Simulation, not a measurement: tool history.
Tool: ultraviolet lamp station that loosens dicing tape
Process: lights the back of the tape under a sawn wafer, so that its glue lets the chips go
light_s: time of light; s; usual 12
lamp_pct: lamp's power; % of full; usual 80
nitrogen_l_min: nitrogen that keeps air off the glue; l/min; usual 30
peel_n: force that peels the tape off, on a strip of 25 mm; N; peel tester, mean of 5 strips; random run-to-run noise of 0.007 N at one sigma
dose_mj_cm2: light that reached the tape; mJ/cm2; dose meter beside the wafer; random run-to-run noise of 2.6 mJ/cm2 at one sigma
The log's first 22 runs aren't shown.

run   hour  light_s  lamp_pct  nitrogen_l_min  hours of work of the lamp  hours of work since the window was cleaned  peel_n  dose_mj_cm2
 23  148.9        8        73              13                        160                                          60   0.903          187
 24  156.4       12        80              30                        164                                          64   0.270          309
 25  165.8        9        97              53                        169                                          69   0.238          279
 26  173.4        6        97              60                        174                                          74   0.399          187
 27  182.2        8        75              30                        178                                          78   0.553          195
 28  187.5       12        64              17                        181                                          81   0.513          245
 29  196.1       12        77              17                        186                                          86   0.393          294
 30  205.0       11        99              42                        191                                          91   0.206          345
 31  214.0       21        70              45                        196                                          96   0.172          468
 32  221.9       23        73              19                        200                                         100   0.190          533
 33  229.3       12        61              19                        204                                         104   0.556          230
 34  234.2       11        91              18                        207                                         107   0.346          320
 35  240.4       12        80              47                        210                                         110   0.241          303
 36  244.9       18        91              30                        213                                         113   0.180          522
 37  251.6       18        91              30                        217                                         117   0.180          511
 38  260.9       20        80              30                        222                                         122   0.184          503
 39  265.3       10        80              14                        224                                         124   0.595          247
 40  274.1       10        80              11                        229                                         129   0.694          248
 41  281.8        6        80              30                        233                                         133   0.799          146
 42  288.4       12        71              39                        237                                         137   0.302          263

Forecast each of these 5 alternatives for the next run:
  A  293.1       14        80              40                        239                                         139       ?            ?
  B  293.1       12        60              40                        239                                         139       ?            ?
  C  293.1       12        81              41                        239                                         139       ?            ?
  D  293.1       12        82              39                        239                                         139       ?            ?
  E  293.1       15        80              30                        239                                         139       ?            ?

run  peel_n  dose_mj_cm2
  A   0.220          348
  B   0.368          224
  C   0.233          300
  D   0.241          308
  E   0.218          372
The same runs, with their run-to-run variation unchanged, on a tool lacking any hidden condition would have given:
run  peel_n  dose_mj_cm2
  A   0.204          386
  B   0.313          248
  C   0.208          333
  D   0.216          341
  E   0.200          413
